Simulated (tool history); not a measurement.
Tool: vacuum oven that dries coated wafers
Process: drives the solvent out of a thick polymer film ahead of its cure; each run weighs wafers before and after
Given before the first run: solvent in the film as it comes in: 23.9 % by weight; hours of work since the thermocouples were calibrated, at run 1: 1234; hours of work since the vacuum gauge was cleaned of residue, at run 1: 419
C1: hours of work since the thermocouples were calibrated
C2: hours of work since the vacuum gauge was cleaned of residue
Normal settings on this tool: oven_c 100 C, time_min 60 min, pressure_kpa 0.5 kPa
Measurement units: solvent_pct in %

Run 1, hour 0: usual settings; C1 1234; C2 419. Result: solvent_pct 1.95 %.
Run 2, hour 17.5: usual settings; C1 1245; C2 429. Result: solvent_pct 1.92 %.
Run 3, hour 36.4: usual settings; C1 1256; C2 440. Result: solvent_pct 1.89 %.
Run 4, hour 48.3: usual settings; C1 1263; C2 447. Result: solvent_pct 1.92 %.
Run 5, hour 68.8: usual settings; C1 1275; C2 459. Result: solvent_pct 1.93 %.
Run 6, hour 79.3: usual settings; C1 1281; C2 465. Result: solvent_pct 1.96 %.
Run 7, hour 96.8: usual settings; C1 1291; C2 475. Result: solvent_pct 1.92 %.
At hour 100.4: oven's thermocouples calibrated.
Run 8, hour 113.9: usual settings; C1 8; C2 484. Result: solvent_pct 1.76 %.
Run 9, hour 129.9: usual settings; C1 17; C2 494. Result: solvent_pct 1.78 %.
Run 10, hour 141.5: usual settings; C1 24; C2 500. Result: solvent_pct 1.76 %.
Run 11, hour 162.6: usual settings; C1 36; C2 513. Result: solvent_pct 1.79 %.
At hour 167.5: oven's thermocouples calibrated, once more.
Run 12, hour 181.8: usual settings but oven_c 112 C, time_min 39 min, pressure_kpa 0.609 kPa; C1 8; C2 523. Result: solvent_pct 1.48 %.
Run 13, hour 190.5: usual settings but oven_c 98 C, time_min 43 min, pressure_kpa 0.609 kPa; C1 13; C2 528. Result: solvent_pct 4.71 %.
Run 14, hour 206.9: usual settings but oven_c 114 C, pressure_kpa 1.449 kPa; C1 23; C2 538. Result: solvent_pct 0.75 %.
Run 15, hour 218.6: usual settings but oven_c 106 C, time_min 71 min; C1 30; C2 544. Result: solvent_pct 0.75 %.
Run 16, hour 229.4: usual settings but oven_c 85 C, time_min 35 min, pressure_kpa 0.445 kPa; C1 36; C2 551. Result: solvent_pct 11.07 %.
Run 17, hour 239.8: usual settings but oven_c 85 C, time_min 35 min, pressure_kpa 0.445 kPa; C1 42; C2 557. Result: solvent_pct 11.09 %.
Run 18, hour 256.1: usual settings but oven_c 98 C, time_min 35 min, pressure_kpa 0.445 kPa; C1 52; C2 566. Result: solvent_pct 5.96 %.
Run 19, hour 274.7: usual settings but oven_c 114 C, time_min 31 min, pressure_kpa 0.368 kPa; C1 63; C2 577. Result: solvent_pct 1.82 %.
Run 20, hour 289.9: usual settings but oven_c 114 C, time_min 31 min, pressure_kpa 0.368 kPa; C1 72; C2 586. Result: solvent_pct 1.83 %.

Branching from run 20: 5 alternative next runs. What would each branch give?
Run A, hour 311.3: usual settings but oven_c 101 C, time_min 86 min; C1 84; C2 599. Result: solvent_pct ?.
Run B, hour 311.3: usual settings but oven_c 89 C, time_min 57 min, pressure_kpa 1.008 kPa; C1 84; C2 599. Result: solvent_pct ?.
Run C, hour 311.3: usual settings but time_min 47 min, pressure_kpa 1.199 kPa; C1 84; C2 599. Result: solvent_pct ?.
Run D, hour 311.3: usual settings but oven_c 109 C; C1 84; C2 599. Result: solvent_pct ?.
Run E, hour 311.3: usual settings but oven_c 96 C, time_min 98 min, pressure_kpa 1.356 kPa; C1 84; C2 599. Result: solvent_pct ?.

run  solvent_pct
  A         0.93
  B         6.52
  C         3.79
  D         0.74
  E         1.89
Take away the tool's hidden state, keep each run's random variation, and the runs would have read:
run  solvent_pct
  A         0.79
  B         6.35
  C         3.67
  D         0.63
  E         1.73
